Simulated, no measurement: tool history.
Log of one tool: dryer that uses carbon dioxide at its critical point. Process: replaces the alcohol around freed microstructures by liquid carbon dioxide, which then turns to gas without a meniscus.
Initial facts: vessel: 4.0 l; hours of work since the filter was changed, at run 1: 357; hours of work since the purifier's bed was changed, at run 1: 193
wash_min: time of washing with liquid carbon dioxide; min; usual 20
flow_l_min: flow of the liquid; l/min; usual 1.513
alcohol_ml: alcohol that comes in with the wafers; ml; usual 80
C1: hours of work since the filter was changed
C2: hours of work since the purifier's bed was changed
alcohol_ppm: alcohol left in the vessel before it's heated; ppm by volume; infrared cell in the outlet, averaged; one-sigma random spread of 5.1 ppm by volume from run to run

Run 1, hour 0: usual settings; C1 357; C2 193. Result: alcohol_ppm 175 ppm by volume.
Run 2, hour 9.1: usual settings; C1 361; C2 196. Result: alcohol_ppm 167 ppm by volume.
Run 3, hour 22: usual settings; C1 365; C2 201. Result: alcohol_ppm 181 ppm by volume.
Run 4, hour 34.5: usual settings; C1 370; C2 205. Result: alcohol_ppm 180 ppm by volume.
Run 5, hour 48.3: usual settings; C1 375; C2 210. Result: alcohol_ppm 189 ppm by volume.
Run 6, hour 62.7: usual settings; C1 380; C2 215. Result: alcohol_ppm 190 ppm by volume.
Run 7, hour 75.1: usual settings; C1 384; C2 220. Result: alcohol_ppm 184 ppm by volume.
Run 8, hour 91: usual settings; C1 390; C2 226. Result: alcohol_ppm 198 ppm by volume.
Run 9, hour 103.6: usual settings but alcohol_ml 51 ml; C1 394; C2 230. Result: alcohol_ppm 159 ppm by volume.
Run 10, hour 113.1: usual settings but alcohol_ml 52 ml; C1 398; C2 234. Result: alcohol_ppm 154 ppm by volume.
Run 11, hour 126.2: usual settings but alcohol_ml 44 ml; C1 403; C2 238. Result: alcohol_ppm 159 ppm by volume.
Run 12, hour 143.7: usual settings but wash_min 17 min; C1 409; C2 245. Result: alcohol_ppm 320 ppm by volume.
Run 13, hour 151: usual settings but flow_l_min 2.39 l/min, alcohol_ml 37 ml; C1 411; C2 247. Result: alcohol_ppm 96 ppm by volume.
Run 14, hour 164.2: usual settings but wash_min 27 min, flow_l_min 0.97 l/min, alcohol_ml 24 ml; C1 416; C2 252. Result: alcohol_ppm 150 ppm by volume.
Run 15, hour 171.2: usual settings but flow_l_min 2.37 l/min; C1 419; C2 254. Result: alcohol_ppm 105 ppm by volume.
Run 16, hour 181.3: usual settings but wash_min 25 min; C1 422; C2 258. Result: alcohol_ppm 132 ppm by volume.
Run 17, hour 188.7: usual settings but wash_min 14 min, flow_l_min 2.29 l/min; C1 425; C2 261. Result: alcohol_ppm 190 ppm by volume.
Run 18, hour 204.9: usual settings but wash_min 16 min, flow_l_min 1.18 l/min; C1 431; C2 266. Result: alcohol_ppm 884 ppm by volume.
Run 19, hour 212.4: usual settings but wash_min 28 min, flow_l_min 1.18 l/min, alcohol_ml 32 ml; C1 433; C2 269. Result: alcohol_ppm 125 ppm by volume.
Run 20, hour 223.7: usual settings but wash_min 28 min, flow_l_min 1.18 l/min, alcohol_ml 32 ml; C1 438; C2 273. Result: alcohol_ppm 134 ppm by volume.
Run 21, hour 241.2: usual settings but wash_min 15 min, alcohol_ml 27 ml; C1 444; C2 279. Result: alcohol_ppm 243 ppm by volume.

Below, some changes in alcohol_ppm between adjacent runs. For each, the amount present without the hidden state too (settings, incoming material, random variation) and the amount remaining for the hidden state with gauge scatter not shared by both compared results:
Hidden state at play: flow that reaches the vessel past the clogged filter, %; alcohol in the recycled carbon dioxide, ppm; drift of the gauge itself on alcohol_ppm, %.
Run 17 -> 18: wash_min 14 -> 16, flow_l_min 2.29 -> 1.18. alcohol_ppm +694 ppm by volume: hidden state +176, all else +518.
Run 18 -> 19: wash_min 16 -> 28, alcohol_ml 80 -> 32. alcohol_ppm -759 ppm by volume: hidden state -202, all else -557.
